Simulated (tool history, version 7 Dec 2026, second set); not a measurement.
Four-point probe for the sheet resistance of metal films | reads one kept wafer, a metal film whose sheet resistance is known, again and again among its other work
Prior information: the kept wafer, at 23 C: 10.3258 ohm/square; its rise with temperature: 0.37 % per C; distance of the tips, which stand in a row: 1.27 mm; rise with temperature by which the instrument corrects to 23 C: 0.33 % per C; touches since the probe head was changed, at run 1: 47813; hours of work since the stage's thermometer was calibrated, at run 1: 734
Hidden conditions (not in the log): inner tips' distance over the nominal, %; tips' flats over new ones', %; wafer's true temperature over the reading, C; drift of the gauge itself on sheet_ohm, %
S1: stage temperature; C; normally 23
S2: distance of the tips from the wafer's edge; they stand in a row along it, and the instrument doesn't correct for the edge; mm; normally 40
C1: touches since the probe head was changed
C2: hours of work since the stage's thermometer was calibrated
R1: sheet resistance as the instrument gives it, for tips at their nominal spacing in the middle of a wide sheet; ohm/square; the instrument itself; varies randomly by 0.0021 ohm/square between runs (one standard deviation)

{"run": 1, "hour": 0.0, "S1": 23, "S2": 40, "C1": 47813, "C2": 734, "R1": 10.328972}
{"run": 2, "hour": 99.0, "S1": 23, "S2": 40, "C1": 50034, "C2": 781, "R1": 10.330821}
{"run": 3, "hour": 204.1, "S1": 23, "S2": 40, "C1": 52391, "C2": 831, "R1": 10.326107}
{"run": 4, "hour": 279.9, "S1": 23, "S2": 40, "C1": 54091, "C2": 867, "R1": 10.326948}
{"run": 5, "hour": 347.8, "S1": 23, "S2": 40, "C1": 55615, "C2": 900, "R1": 10.327607}
{"run": 6, "hour": 469.1, "S1": 23, "S2": 40, "C1": 58335, "C2": 957, "R1": 10.325139}
{"run": 7, "hour": 525.1, "S1": 23, "S2": 40, "C1": 59592, "C2": 984, "R1": 10.323358}
{"run": 8, "hour": 624.5, "S1": 23, "S2": 40, "C1": 61820, "C2": 1031, "R1": 10.319147}
{"run": 9, "hour": 717.4, "S1": 23, "S2": 4, "C1": 63904, "C2": 1075, "R1": 10.851837}
{"run": 10, "hour": 826.8, "S1": 28, "S2": 34, "C1": 66357, "C2": 1127, "R1": 10.345812}
{"hour": 832.9, "done": "stage's thermometer calibrated"}
{"run": 11, "hour": 904.6, "S1": 35, "S2": 5, "C1": 68091, "C2": 34, "R1": 10.716554}
{"run": 12, "hour": 996.4, "S1": 27, "S2": 30, "C1": 70150, "C2": 78, "R1": 10.341069}
{"run": 13, "hour": 1076.9, "S1": 21, "S2": 40, "C1": 71956, "C2": 116, "R1": 10.316006}
{"hour": 1149.7, "done": "stage's thermometer calibrated, once more"}
{"run": 14, "hour": 1192.2, "S1": 29, "S2": 9, "C1": 74530, "C2": 20, "R1": 10.430825}

Measured minus without-hidden-state, run by run (identical run-to-run variation in each term; gauge scatter may differ):
run=1 R1=-0.003878
run=2 R1=-0.004693
run=3 R1=-0.005455
run=4 R1=-0.006130
run=5 R1=-0.006548
run=6 R1=-0.007419
run=7 R1=-0.007830
run=8 R1=-0.008603
run=9 R1=-0.009724
run=10 R1=-0.010532
run=11 R1=-0.008593
run=12 R1=-0.008712
run=13 R1=-0.008703
run=14 R1=-0.029203
